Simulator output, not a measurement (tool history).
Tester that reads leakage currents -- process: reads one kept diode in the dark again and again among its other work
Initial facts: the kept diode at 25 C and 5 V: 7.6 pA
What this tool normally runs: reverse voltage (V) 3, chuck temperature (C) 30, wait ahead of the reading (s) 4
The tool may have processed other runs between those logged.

run,hour,reverse voltage (V),chuck temperature (C),wait ahead of the reading (s),current that the tester gives (pA)
1,0,3,30,4,10.79
2,22.4,3,30,4,10.72
3,70.6,3,30,4,10.9
4,117.2,14.06,30,4,31.9
5,167.1,3,30,4,10.93
6,202.4,3,30,4,10.78
7,242.2,3,30,4,11.05
8,279.7,3,30,4,11.08
9,315.8,3,30,4,11.08
10,345,3,30,4,11.16
11,380.1,3,30,4,11.13
12,428.9,3,30,4,11.19
13,475.8,3,30,4,11.17
14,510.3,3,30,4,11.3
15,540,3,30,4,11.22
16,568.8,1.81,30,4,8.12
17,610.8,3,30,4,11.37
18,640.5,3,30,4,11.46
19,672,3,30,4,11.51
20,711.2,3,30,4,11.52
21,751.6,5.77,21,2.14,11.59
22,790.8,5.77,21,2.14,11.75
23,828.7,12.48,52,2.69,134.37
24,866.3,4.47,52,0.73,72.89
25,911.6,1.28,52,2.12,33.04
26,947.8,2.73,36,4,16.55
27,990.6,6.34,26,4,15.99
28,1034,6.34,26,4,16.22
29,1071.4,1.04,47,4,20.38
30,1095.4,1.04,47,4,20.24
31,1116.8,1.04,47,4,20.29
32,1144.6,17.72,30,3.83,44.09
33,1176.2,3,46,0.94,37.24
34,1218.3,3,46,0.94,37.35
35,1254,4.08,21,0.94,10.45
36,1280.5,4.08,21,0.94,10.5
37,1320.8,4.08,21,0.94,10.43
38,1362.6,1.6,23,0.51,6.01
39,1409.9,1.5,26,4,5.87

Some steps in current that the tester gives (pA) between neighbouring runs. How much of each would the tool show without its hidden state too (settings, what came in, random variation), and how much is left for the hidden state, with any gauge scatter that isn't in both results?
Hidden conditions of the tool in this case: stray current of the dirty probe card, pA a volt; current scale over the true one, %; true chuck temperature over the reading, C; drift of the gauge itself on leakage_pa, %.
Run 22 -> 23: reverse voltage (V) 5.77 -> 12.48, chuck temperature (C) 21 -> 52, wait ahead of the reading (s) 2.14 -> 2.69. current that the tester gives (pA) +122.62: hidden state +6.78, all else +115.84.
Run 23 -> 24: reverse voltage (V) 12.48 -> 4.47, wait ahead of the reading (s) 2.69 -> 0.73. current that the tester gives (pA) -61.48: hidden state -7.2, all else -54.28.
Run 24 -> 25: reverse voltage (V) 4.47 -> 1.28, wait ahead of the reading (s) 0.73 -> 2.12. current that the tester gives (pA) -39.85: hidden state -3.04, all else -36.81.
Run 31 -> 32: reverse voltage (V) 1.04 -> 17.72, chuck temperature (C) 47 -> 30, wait ahead of the reading (s) 4 -> 3.83. current that the tester gives (pA) +23.8: hidden state +15.98, all else +7.82.
Run 32 -> 33: reverse voltage (V) 17.72 -> 3, chuck temperature (C) 30 -> 46, wait ahead of the reading (s) 3.83 -> 0.94. current that the tester gives (pA) -6.85: hidden state -13.86, all else +7.01.

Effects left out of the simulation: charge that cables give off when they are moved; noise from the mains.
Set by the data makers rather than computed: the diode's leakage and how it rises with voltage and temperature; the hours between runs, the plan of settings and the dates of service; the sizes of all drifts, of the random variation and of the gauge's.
